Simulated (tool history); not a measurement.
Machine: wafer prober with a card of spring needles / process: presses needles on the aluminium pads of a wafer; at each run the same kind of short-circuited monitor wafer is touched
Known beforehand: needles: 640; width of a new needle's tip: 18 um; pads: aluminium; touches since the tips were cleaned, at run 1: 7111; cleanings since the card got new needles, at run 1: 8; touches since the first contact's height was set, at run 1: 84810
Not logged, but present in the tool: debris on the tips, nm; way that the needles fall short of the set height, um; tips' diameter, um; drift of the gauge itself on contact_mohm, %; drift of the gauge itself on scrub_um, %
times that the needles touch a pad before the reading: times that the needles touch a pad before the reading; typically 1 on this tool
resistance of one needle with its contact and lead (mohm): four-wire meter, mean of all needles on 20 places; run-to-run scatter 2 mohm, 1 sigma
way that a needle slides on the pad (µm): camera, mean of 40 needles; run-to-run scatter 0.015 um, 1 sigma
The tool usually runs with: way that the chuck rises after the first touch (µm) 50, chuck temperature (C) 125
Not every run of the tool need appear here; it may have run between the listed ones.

run   hour  way that the chuck rises after the first touch (µm)  chuck temperature (C)  times that the needles touch a pad before the reading  touches since the tips were cleaned  cleanings since the card got new needles  touches since the first contact's height was set  resistance of one needle with its contact and lead (mohm)  way that a needle slides on the pad (µm)
  1    0.0                                                   50                    125                                                      1                                 7111                                         8                                             84810                                                        377                                     11.08
       8.2  -- tips cleaned on abrasive film
  2   21.0                                                   50                    125                                                      1                                 3007                                         9                                             89708                                                        314                                     11.08
      45.8  -- tips cleaned on abrasive film
  3   49.1                                                   50                    125                                                      1                                  774                                        10                                             96259                                                        254                                     11.04
  4   65.2                                                   50                    125                                                      1                                 4533                                        10                                            100018                                                        338                                     11.05
      78.2  -- height of the first contact set anew
  5   78.2                                                   50                    125                                                      1                                 7507                                        10                                                 0                                                        372                                     11.18
      85.5  -- tips cleaned on abrasive film
  6  102.3                                                   50                    125                                                      1                                 3935                                        11                                              5608                                                        338                                     11.18
     124.1  -- tips cleaned on abrasive film
  7  126.9                                                   50                    125                                                      1                                  639                                        12                                             11326                                                        248                                     11.15
  8  144.0                                                   50                     33                                                      1                                 4655                                        12                                             15342                                                        349                                     11.18
     162.5  -- tips cleaned on abrasive film
  9  165.6                                                   47                     35                                                      2                                  711                                        13                                             20356                                                        227                                     10.45
 10  188.2                                                   47                     35                                                      2                                 6018                                        13                                             25663                                                        308                                     10.48
     202.2  -- tips cleaned on abrasive film
 11  204.8                                                   47                     46                                                      1                                  616                                        14                                             29517                                                        242                                     10.44
 12  232.6                                                   47                     46                                                      1                                 7119                                        14                                             36020                                                        399                                     10.46
     242.2  -- tips cleaned on abrasive film
 13  258.0                                                   37                     48                                                      1                                 3696                                        15                                             41933                                                        405                                      8.22
 14  273.5                                                   53                    120                                                      1                                 7321                                        15                                             45558                                                        355                                     11.81
     280.9  -- tips cleaned on abrasive film
 15  294.0                                                   50                    125                                                      2                                 3054                                        16                                             50327                                                        278                                     11.11

Below, some changes in resistance of one needle with its contact and lead (mohm) between adjacent runs. For each, the amount present without the hidden state too (settings, incoming material, random variation) and the amount remaining for the hidden state with gauge scatter not shared by both compared results:
Run 11 -> 12: settings left as they were, no log entry in between. resistance of one needle with its contact and lead (mohm) +157: hidden state +157, all else +0.
